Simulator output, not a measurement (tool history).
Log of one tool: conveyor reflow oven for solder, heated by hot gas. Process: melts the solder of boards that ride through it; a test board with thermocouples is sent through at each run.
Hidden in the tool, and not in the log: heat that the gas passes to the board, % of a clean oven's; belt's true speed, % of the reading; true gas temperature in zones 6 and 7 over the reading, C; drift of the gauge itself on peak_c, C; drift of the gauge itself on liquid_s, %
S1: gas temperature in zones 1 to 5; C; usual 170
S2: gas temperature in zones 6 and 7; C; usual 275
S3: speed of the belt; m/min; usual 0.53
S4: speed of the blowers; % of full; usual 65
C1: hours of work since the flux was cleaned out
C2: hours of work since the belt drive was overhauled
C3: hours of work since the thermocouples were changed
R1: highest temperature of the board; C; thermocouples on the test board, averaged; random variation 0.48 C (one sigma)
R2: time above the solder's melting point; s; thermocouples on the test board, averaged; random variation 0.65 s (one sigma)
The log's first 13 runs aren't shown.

run	day	S1	S2	S3	S4	C1	C2	C3	R1	R2
14	6.312	157	275	0.53	65	87	678	386	254.1	62.9
15	6.846	170	275	0.53	65	95	686	394	256.5	67.3
16	7.546	170	275	0.53	65	107	698	406	256.2	69.8
17	7.854	162	275	0.53	54	112	703	411	250.4	60.8
18	8.254	185	275	0.451	65	118	709	417	263.6	95.3
19	8.904	170	275	0.428	65	129	720	428	261.9	93.5
20	9.392	161	275	0.428	51	137	728	436	258.5	85
21	9.738	161	275	0.428	51	143	734	442	258.4	83.1
22	10.133	161	275	0.428	51	149	740	448	258.8	85.5
23	10.517	161	275	0.428	51	155	746	454	258.5	83.1
24	10.933	169	283	0.571	53	162	753	461	254.9	62.2
25	11.412	169	283	0.571	53	170	761	469	255.9	62.9
26	11.808	170	275	0.425	65	176	767	476	263.9	93.1
27	12.438	172	275	0.612	52	187	778	486	246.8	49.2
28	12.729	172	275	0.612	52	192	782	491	246.1	49.3
29	13.067	163	275	0.542	81	197	788	496	257.6	67.5
30	13.438	163	275	0.517	71	203	794	502	257.5	69.9
31	13.8	182	275	0.53	57	209	800	508	256.4	73.8

3 ways to go on from here, each from the tool as it stands after run 31. What would each give?
A	14.379	170	275	0.568	77	219	809	518	?	?
B	14.379	182	281	0.518	57	219	809	518	?	?
C	14.379	182	272	0.493	57	219	809	518	?	?

run	R1	R2
A	256.2	65
B	262.3	80.1
C	256.3	80.3
Without the tool's hidden state the same runs would have given:
run	R1	R2
A	256.3	65.1
B	262.4	80.2
C	256.4	80.3

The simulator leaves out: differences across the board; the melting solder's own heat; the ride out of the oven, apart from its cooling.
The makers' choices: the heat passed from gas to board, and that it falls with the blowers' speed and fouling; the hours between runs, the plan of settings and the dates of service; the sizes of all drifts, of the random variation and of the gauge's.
